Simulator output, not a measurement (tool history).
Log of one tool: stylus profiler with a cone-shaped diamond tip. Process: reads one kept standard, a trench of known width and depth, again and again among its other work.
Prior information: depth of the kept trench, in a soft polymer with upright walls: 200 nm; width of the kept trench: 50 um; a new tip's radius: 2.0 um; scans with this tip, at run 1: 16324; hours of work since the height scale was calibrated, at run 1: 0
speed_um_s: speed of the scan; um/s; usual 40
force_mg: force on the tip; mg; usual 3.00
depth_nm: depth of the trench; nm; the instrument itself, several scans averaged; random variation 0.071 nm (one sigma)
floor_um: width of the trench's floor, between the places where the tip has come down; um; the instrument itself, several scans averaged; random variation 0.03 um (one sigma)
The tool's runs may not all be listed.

run,hour,speed_um_s,force_mg,scans with this tip,hours of work since the height scale was calibrated,depth_nm,floor_um
1,0.0,40,3.00,16324,0,203.38,47.35
2,63.1,40,3.00,16728,40,203.53,47.32
3,121.4,40,3.00,17100,77,203.38,47.33
4,195.7,15,3.00,17576,124,203.58,47.35
5,279.8,15,3.00,18114,177,203.50,47.28
6,332.4,15,3.00,18450,210,203.68,47.35
7,389.2,40,3.00,18814,246,203.58,47.28
8,449.7,40,3.00,19201,285,203.69,47.16
9,495.8,46,3.00,19495,314,203.77,47.20
10,577.1,46,3.00,20016,365,203.60,47.21
11,633.3,46,3.00,20375,401,203.72,47.19
12,715.0,46,3.00,20897,452,203.73,47.18
13,798.8,46,3.00,21434,506,203.68,47.15
14,854.6,46,3.00,21791,541,203.85,47.17
15,905.9,40,2.40,22119,573,203.35,47.15
16,954.6,40,6.63,22430,604,206.40,47.15
17,1024.9,32,3.00,22880,649,203.99,47.11
18,1080.1,10,3.00,23233,684,203.91,47.13
19,1133.2,10,3.00,23573,717,204.01,47.13
20,1187.5,34,3.00,23920,752,204.02,47.05
21,1240.1,34,3.00,24257,785,204.15,47.07
22,1289.5,34,3.00,24573,816,204.08,47.04
23,1332.6,34,3.00,24848,843,203.98,47.09
24,1396.6,16,1.10,25257,884,202.52,47.03
25,1468.2,29,2.30,25715,929,203.54,47.04
26,1527.8,12,4.46,26097,967,205.21,47.02
27,1593.8,40,4.66,26519,1009,205.38,47.01
28,1632.2,41,6.79,26764,1033,206.60,47.00
29,1669.5,22,2.15,27003,1057,203.59,46.99
30,1745.0,40,8.07,27486,1104,207.45,46.97
31,1794.2,15,3.56,27801,1135,204.65,46.93
32,1835.9,136,7.82,28067,1162,207.48,46.85
33,1890.8,136,7.82,28419,1197,207.40,46.84
34,1935.6,136,6.57,28706,1225,206.72,46.79
35,1996.8,136,6.57,29097,1264,206.65,46.78
36,2063.2,97,3.00,29522,1306,204.34,46.69
37,2134.5,97,3.00,29978,1351,204.39,46.69
38,2178.7,97,3.00,30260,1379,204.41,46.71
39,2213.5,49,3.00,30483,1401,204.47,46.83
40,2268.8,15,8.04,30837,1436,207.64,46.85
41,2316.0,15,8.04,31138,1466,207.67,46.86
42,2358.6,15,8.04,31411,1493,207.62,46.84
43,2402.5,118,5.50,31692,1520,206.22,46.68
44,2483.7,14,2.22,32211,1572,204.01,46.82
# hour 2521.8: height scale calibrated on a step standard
45,2528.4,51,3.86,32494,4,203.86,46.78
46,2566.0,12,1.08,32735,28,201.59,46.79

Results per run with the tool's hidden condition removed, run-to-run variation unchanged:
Unlogged tool condition in this case: radius of the tip, um; height scale over the true one, %; drift of the gauge itself on depth_nm, %; drift of the gauge itself on floor_um, %.
run,depth_nm,floor_um
1,203.31,48.18
2,203.44,48.16
3,203.26,48.19
4,203.43,48.23
5,203.31,48.19
6,203.47,48.27
7,203.35,48.21
8,203.42,48.11
9,203.49,48.17
10,203.27,48.19
11,203.36,48.19
12,203.34,48.20
13,203.25,48.19
14,203.39,48.23
15,202.87,48.21
16,205.89,48.23
17,203.46,48.21
18,203.34,48.24
19,203.42,48.25
20,203.41,48.18
21,203.51,48.22
22,203.43,48.20
23,203.30,48.26
24,201.82,48.22
25,202.80,48.24
26,204.44,48.24
27,204.58,48.24
28,205.78,48.24
29,202.76,48.24
30,206.57,48.25
31,203.76,48.21
32,206.55,48.15
33,206.45,48.15
34,205.75,48.11
35,205.66,48.11
36,203.33,48.04
37,203.34,48.05
38,203.35,48.08
39,203.39,48.21
40,206.52,48.24
41,206.53,48.26
42,206.46,48.26
43,205.05,48.11
44,202.82,48.26
45,203.96,48.23
46,201.67,48.25
